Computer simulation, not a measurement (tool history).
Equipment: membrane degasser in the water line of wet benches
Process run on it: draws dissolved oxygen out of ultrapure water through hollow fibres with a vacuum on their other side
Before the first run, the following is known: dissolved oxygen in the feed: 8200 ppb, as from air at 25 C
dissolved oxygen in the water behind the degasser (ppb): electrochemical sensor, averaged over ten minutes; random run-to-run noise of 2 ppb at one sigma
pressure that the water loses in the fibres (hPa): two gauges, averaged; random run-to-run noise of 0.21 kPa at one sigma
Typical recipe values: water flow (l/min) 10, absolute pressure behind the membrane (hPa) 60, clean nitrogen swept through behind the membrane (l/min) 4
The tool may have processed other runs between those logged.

run,hour,water flow (l/min),absolute pressure behind the membrane (hPa),clean nitrogen swept through behind the membrane (l/min),dissolved oxygen in the water behind the degasser (ppb),pressure that the water loses in the fibres (hPa)
1,0,10,60,4,210.3,547.5
2,74.8,10,60,4,209.2,546.6
3,180.7,10,60,4,211.4,549.1
4,276.8,10,60,4,213.1,548.5
5,349.5,10,60,4,211,545
6,416.6,10,60,6.8,204.7,546.4
7,491.3,10,60,4,210.7,546.6
8,553.9,10,60,4,214,544.4
9,643,10,60,4,213.9,546.4
10,716.3,10,60,4,214.7,548
11,775.6,10,60,4,217.6,550.3
12,862.2,10,60,4,211,550.7
13,961.3,10,60,4,218.2,549.6
14,1006.1,10,60,4,215.1,551.2
15,1096.1,12,43.3,7.7,316.8,662.7
# hour 1102.2: vacuum gauge calibrated
16,1146,14,93,1.68,578.1,773.2
17,1217.7,14,93,1.68,580.4,767.4
18,1285.4,12,108.2,7.64,358.4,661.8
19,1376.1,10,42.6,4,206.4,552.1
# hour 1396.4: vacuum gauge calibrated, once more
20,1475.8,10,42.6,4,208.2,554.3
21,1523.6,10,43.7,4,209,547.9
22,1584.3,10,88.8,6.36,223.4,551.4
23,1655.3,10,88.8,6.36,219.4,550.5
24,1760.7,10,97.9,4,237.4,553.8
25,1836.3,11,86.9,1.75,345.2,611

Here are 5 independent what-if runs from the current tool condition. What would each one return?
A,1916.7,11,86.9,5.36,?,?
B,1916.7,7,42,4.61,?,?
C,1916.7,10,126.1,2.38,?,?
D,1916.7,10,60,9.67,?,?
E,1916.7,10,56.5,3.65,?,?

run,dissolved oxygen in the water behind the degasser (ppb),pressure that the water loses in the fibres (hPa)
A,293.8,606.2
B,67,386.8
C,301.3,553.6
D,211.5,554.3
E,223.9,555.3
With the hidden condition removed and each run's random variation left untouched, the same runs would have given:
run,dissolved oxygen in the water behind the degasser (ppb),pressure that the water loses in the fibres (hPa)
A,263.7,586.7
B,57.2,374.4
C,273.2,535.9
D,187.4,536.5
E,199,537.5
